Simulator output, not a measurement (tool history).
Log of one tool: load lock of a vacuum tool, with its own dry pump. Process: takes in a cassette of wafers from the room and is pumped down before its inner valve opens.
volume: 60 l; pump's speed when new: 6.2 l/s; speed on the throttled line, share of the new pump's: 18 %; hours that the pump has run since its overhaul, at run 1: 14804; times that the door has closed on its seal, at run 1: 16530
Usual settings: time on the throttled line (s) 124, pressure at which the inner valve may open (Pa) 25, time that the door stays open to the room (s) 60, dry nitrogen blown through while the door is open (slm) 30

| run | day | time on the throttled line (s) | pressure at which the inner valve may open (Pa) | time that the door stays open to the room (s) | dry nitrogen blown through while the door is open (slm) | hours that the pump has run since its overhaul | times that the door has closed on its seal | incoming humidity of the room's air, % | time from the closed door until the inner valve may open (s) | rise of the pressure with all valves shut (Pa/min) |
|---|---|---|---|---|---|---|---|---|---|---|
| 1 | 0.000 | 124 | 25 | 60 | 30 | 14804 | 16530 | 47.2 | 187.5 | 0.109 |
| 2 | 18.179 | 124 | 25 | 60 | 30 | 15240 | 17143 | 42.5 | 186.7 | 0.117 |
| 3 | 44.079 | 124 | 23 | 60 | 30 | 15862 | 18017 | 44.4 | 188.9 | 0.118 |
| 4 | 64.017 | 124 | 25 | 60 | 30 | 16341 | 18690 | 44.8 | 187.5 | 0.130 |
| 5 | 85.638 | 124 | 25 | 33 | 30 | 16860 | 19419 | 43.9 | 190.2 | 0.127 |
| 6 | 106.121 | 124 | 25 | 33 | 30 | 17351 | 20110 | 42.7 | 188.2 | 0.140 |
| 7 | 126.488 | 124 | 25 | 33 | 30 | 17840 | 20797 | 44.8 | 189.3 | 0.146 |
| 8 | 143.912 | 73 | 25 | 60 | 30 | 18258 | 21385 | 44.5 | 149.8 | 0.151 |
| 9 | 165.338 | 73 | 25 | 60 | 30 | 18772 | 22108 | 42.3 | 149.7 | 0.159 |
| 10 | 183.662 | 73 | 25 | 60 | 30 | 19212 | 22726 | 43.3 | 149.0 | 0.171 |
| 11 | 197.612 | 73 | 25 | 60 | 30 | 19547 | 23197 | 46.2 | 148.9 | 0.165 |
| 12 | 222.208 | 73 | 25 | 60 | 45 | 20137 | 24026 | 46.9 | 150.0 | 0.177 |
| 13 | 241.575 | 73 | 25 | 60 | 45 | 20602 | 24680 | 46.2 | 148.8 | 0.182 |
|  | 257.492 | door's seal changed, seat wiped |
| 14 | 263.512 | 73 | 25 | 60 | 45 | 21127 | 203 | 43.1 | 150.8 | 0.015 |
| 15 | 284.542 | 136 | 43 | 25 | 25 | 21632 | 912 | 44.9 | 194.5 | 0.014 |
| 16 | 313.100 | 136 | 43 | 25 | 25 | 22317 | 1876 | 42.4 | 196.7 | 0.019 |
| 17 | 328.233 | 170 | 44 | 64 | 18 | 22680 | 2386 | 47.5 | 222.1 | 0.037 |
| 18 | 350.583 | 170 | 44 | 64 | 18 | 23217 | 3140 | 44.4 | 221.9 | 0.038 |
| 19 | 380.529 | 170 | 44 | 64 | 18 | 23935 | 4151 | 47.1 | 222.2 | 0.044 |
| 20 | 396.258 | 74 | 44 | 40 | 18 | 24313 | 4681 | 44.4 | 146.3 | 0.031 |
|  | 418.204 | dry pump taken out, an overhauled one fitted |
| 21 | 422.125 | 74 | 44 | 37 | 22 | 94 | 5546 | 46.2 | 136.3 | 0.039 |
| 22 | 444.867 | 74 | 44 | 158 | 26 | 640 | 6313 | 46.3 | 137.6 | 0.066 |
| 23 | 473.450 | 74 | 50 | 123 | 4 | 1326 | 7277 | 45.1 | 134.9 | 0.116 |
| 24 | 495.004 | 100 | 46 | 35 | 19 | 1843 | 8004 | 45.6 | 158.0 | 0.050 |
| 25 | 524.075 | 100 | 46 | 35 | 19 | 2541 | 8985 | 45.0 | 159.0 | 0.055 |
| 26 | 552.033 | 114 | 25 | 60 | 8 | 3212 | 9928 | 48.5 | 175.2 | 0.083 |
| 27 | 579.458 | 114 | 25 | 60 | 8 | 3870 | 10854 | 45.9 | 176.3 | 0.081 |
| 28 | 602.483 | 152 | 38 | 60 | 14 | 4423 | 11630 | 43.7 | 203.5 | 0.077 |

Hidden state or all else? Some run-to-run changes of time from the closed door until the inner valve may open (s), split into what the settings, what came in and random variation would give without the hidden state, and what is left for the hidden state (with any gauge scatter that isn't in both results):
The hidden state here: pump's speed, % of a new pump's; leak at the door's seal, Pa l/s; drift of the gauge itself on ready_s, %; drift of the gauge itself on rise_pa_min, %.
Run 14 -> 15: time on the throttled line (s) 73 -> 136, pressure at which the inner valve may open (Pa) 25 -> 43, time that the door stays open to the room (s) 60 -> 25, dry nitrogen blown through while the door is open (slm) 45 -> 25. time from the closed door until the inner valve may open (s) +43.7: hidden state -2.1, all else +45.8.
Run 19 -> 20: time on the throttled line (s) 170 -> 74, time that the door stays open to the room (s) 64 -> 40. time from the closed door until the inner valve may open (s) -75.9: hidden state +3.1, all else -79.0.
Run 20 -> 21: time that the door stays open to the room (s) 40 -> 37, dry nitrogen blown through while the door is open (slm) 18 -> 22, dry pump taken out, an overhauled one fitted. time from the closed door until the inner valve may open (s) -10.0: hidden state -10.0, all else +0.0.

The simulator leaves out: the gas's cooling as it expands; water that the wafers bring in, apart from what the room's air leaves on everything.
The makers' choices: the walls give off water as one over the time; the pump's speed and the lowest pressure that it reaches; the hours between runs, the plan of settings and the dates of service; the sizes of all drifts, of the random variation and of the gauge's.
